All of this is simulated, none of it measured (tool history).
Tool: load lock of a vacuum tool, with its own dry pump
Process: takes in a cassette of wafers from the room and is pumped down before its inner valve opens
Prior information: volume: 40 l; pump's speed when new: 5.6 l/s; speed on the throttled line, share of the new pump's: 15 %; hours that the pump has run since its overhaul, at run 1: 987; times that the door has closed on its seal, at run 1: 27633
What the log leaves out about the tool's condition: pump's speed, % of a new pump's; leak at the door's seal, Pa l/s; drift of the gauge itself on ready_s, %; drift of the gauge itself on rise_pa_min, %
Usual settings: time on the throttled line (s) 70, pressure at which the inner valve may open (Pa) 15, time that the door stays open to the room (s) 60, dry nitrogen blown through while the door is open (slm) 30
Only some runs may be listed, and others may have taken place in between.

run    hour  time on the throttled line (s)  pressure at which the inner valve may open (Pa)  time that the door stays open to the room (s)  dry nitrogen blown through while the door is open (slm)  hours that the pump has run since its overhaul  times that the door has closed on its seal  incoming humidity of the room's air, %  time from the closed door until the inner valve may open (s)  rise of the pressure with all valves shut (Pa/min)
  1       0                              70                                               15                                             60                                                       30                                             987                                       27633                                    47.4                                                         121.8                                               0.256
  2    64.6                              70                                               15                                             60                                                       30                                            1052                                       27751                                    47.3                                                         122.6                                               0.258
  3   118.7                              70                                               15                                             60                                                       30                                            1106                                       27850                                    47.9                                                         122.4                                               0.258
  4   205.7                              70                                               25                                             60                                                       30                                            1193                                       28008                                    43.4                                                         119.1                                               0.267
  5   281.1                              70                                               25                                             60                                                       30                                            1268                                       28146                                    47.7                                                         118.3                                               0.258
  6   366.7                              70                                               25                                             60                                                       30                                            1354                                       28302                                    44.9                                                         119.3                                                0.26
  7   420.2                              70                                               15                                             73                                                       30                                            1407                                       28399                                    42.8                                                         122.6                                               0.267
  8   514.8                              63                                               15                                             73                                                       30                                            1502                                       28572                                      46                                                         116.4                                               0.265
  9   621.9                              70                                               26                                            194                                                       30                                            1609                                       28767                                    47.7                                                         118.6                                                0.28
 10   739.2                              57                                               30                                            136                                                        4                                            1727                                       28981                                      47                                                         105.9                                               0.303
 11   838.9                              57                                               30                                            136                                                        4                                            1826                                       29163                                    45.1                                                         105.9                                               0.312
 12   936.9                              57                                               30                                            136                                                        4                                            1924                                       29341                                      48                                                           106                                               0.311
 13  1007.6                              70                                               13                                             49                                                       30                                            1995                                       29470                                    43.8                                                         123.5                                               0.288
 14  1124.9                              70                                               13                                             49                                                       30                                            2112                                       29684                                      48                                                         123.5                                               0.279
 15  1210.8                              70                                               13                                             49                                                       30                                            2198                                       29841                                    43.4                                                         123.3                                               0.285

Below, each run's measurement less what the same run would have read without the hidden state. Both values contain the same run-to-run variation, but the gauge's scatter may not be the same in both:
run  time from the closed door until the inner valve may open (s)  rise of the pressure with all valves shut (Pa/min)
  1                                                          -0.7                                              +0.241
  2                                                          -0.7                                               +0.24
  3                                                          -0.6                                              +0.244
  4                                                          -0.6                                              +0.247
  5                                                          -0.6                                              +0.244
  6                                                          -0.5                                              +0.245
  7                                                          -0.5                                              +0.248
  8                                                          -0.4                                              +0.247
  9                                                          -0.5                                               +0.25
 10                                                          -0.5                                              +0.254
 11                                                          -0.4                                              +0.261
 12                                                          -0.4                                              +0.259
 13                                                          -0.5                                              +0.266
 14                                                          -0.4                                              +0.268
 15                                                          -0.4                                              +0.268
